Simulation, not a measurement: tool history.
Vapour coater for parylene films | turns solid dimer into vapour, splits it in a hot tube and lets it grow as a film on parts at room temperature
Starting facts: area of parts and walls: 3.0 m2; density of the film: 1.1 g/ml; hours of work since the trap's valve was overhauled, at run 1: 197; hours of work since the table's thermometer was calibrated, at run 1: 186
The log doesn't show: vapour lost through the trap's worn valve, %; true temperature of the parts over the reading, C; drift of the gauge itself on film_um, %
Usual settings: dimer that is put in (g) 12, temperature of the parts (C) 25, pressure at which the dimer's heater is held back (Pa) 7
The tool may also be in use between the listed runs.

run,hour,dimer that is put in (g),temperature of the parts (C),pressure at which the dimer's heater is held back (Pa),hours of work since the trap's valve was overhauled,hours of work since the table's thermometer was calibrated,thickness of the film (um)
1,0,12,25,7,197,186,1.51
2,54.3,12,25,7,219,208,1.49
3,103.2,12,25,7,239,228,1.47
4,142.5,12,25,7,255,244,1.49
5,187.4,12,32,7,273,262,1.31
# hour 218.7: trap's valve overhauled
6,260.6,13,34,7,17,290,1.52
7,328.1,13,31,7.57,44,318,1.53
8,392.7,13,31,7.57,71,344,1.52
9,457.1,13,31,7.57,97,370,1.52
10,497.1,11,27,2.83,113,386,1.59

5 ways to go on from here, each from the tool as it stands after run 10. What would each give?
A,562.2,6,32,2.52,139,413,?
B,562.2,11,22,9.47,139,413,?
C,562.2,10,22,4.87,139,413,?
D,562.2,5,36,3.38,139,413,?
E,562.2,6,18,2.83,139,413,?

run,thickness of the film (um)
A,0.82
B,1.44
C,1.46
D,0.57
E,0.98
Take away the tool's hidden state, keep each run's random variation, and the runs would have read:
run,thickness of the film (um)
A,0.88
B,1.56
C,1.58
D,0.61
E,1.07
